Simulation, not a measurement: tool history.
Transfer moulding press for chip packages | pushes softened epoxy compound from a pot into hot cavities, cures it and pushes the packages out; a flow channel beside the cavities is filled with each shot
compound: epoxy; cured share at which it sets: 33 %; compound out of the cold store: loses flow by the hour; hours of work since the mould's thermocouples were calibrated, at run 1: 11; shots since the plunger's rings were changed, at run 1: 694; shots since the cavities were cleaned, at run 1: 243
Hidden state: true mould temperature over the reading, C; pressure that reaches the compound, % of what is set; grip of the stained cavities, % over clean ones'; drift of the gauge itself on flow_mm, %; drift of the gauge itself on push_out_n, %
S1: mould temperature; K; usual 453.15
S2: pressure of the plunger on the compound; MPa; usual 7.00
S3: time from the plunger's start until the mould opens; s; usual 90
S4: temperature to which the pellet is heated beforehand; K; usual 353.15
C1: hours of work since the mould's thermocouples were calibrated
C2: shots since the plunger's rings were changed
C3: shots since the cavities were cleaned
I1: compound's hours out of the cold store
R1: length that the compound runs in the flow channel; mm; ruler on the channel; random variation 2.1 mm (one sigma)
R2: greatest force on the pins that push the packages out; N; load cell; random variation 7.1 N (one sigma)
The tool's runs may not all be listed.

run  hour      S1    S2  S3      S4  C1    C2   C3    I1   R1   R2
  1   0.0  453.15  7.00  90  353.15  11   694  243  44.4  838  473
  2  17.0  453.15  7.00  90  353.15  19   860  409  24.6  892  517
     20.6  -- cavities cleaned with cleaning compound and waxed
  3  29.2  453.15  7.00  90  353.15  24   966   85  20.7  901  461
  4  48.5  453.15  7.00  90  343.15  33  1155  274  29.8  871  516
  5  57.6  453.15  7.00  90  353.15  37  1245  364  33.7  857  516
     66.0  -- cavities cleaned with cleaning compound and waxed
  6  72.9  453.15  7.00  90  353.15  44  1380   67  25.4  880  452
  7  91.7  451.15  7.00  90  353.15  53  1565  252  15.4  916  550

Run 8 comes next. What will it give?
  8  105.3  446.15  7.16  90  353.15  59  1698  385  34.5   ?   ?

Run 8 gave R1 878 mm, R2 756 N.
Without the tool's hidden state the same run would have given R1 906 mm, R2 635 N.
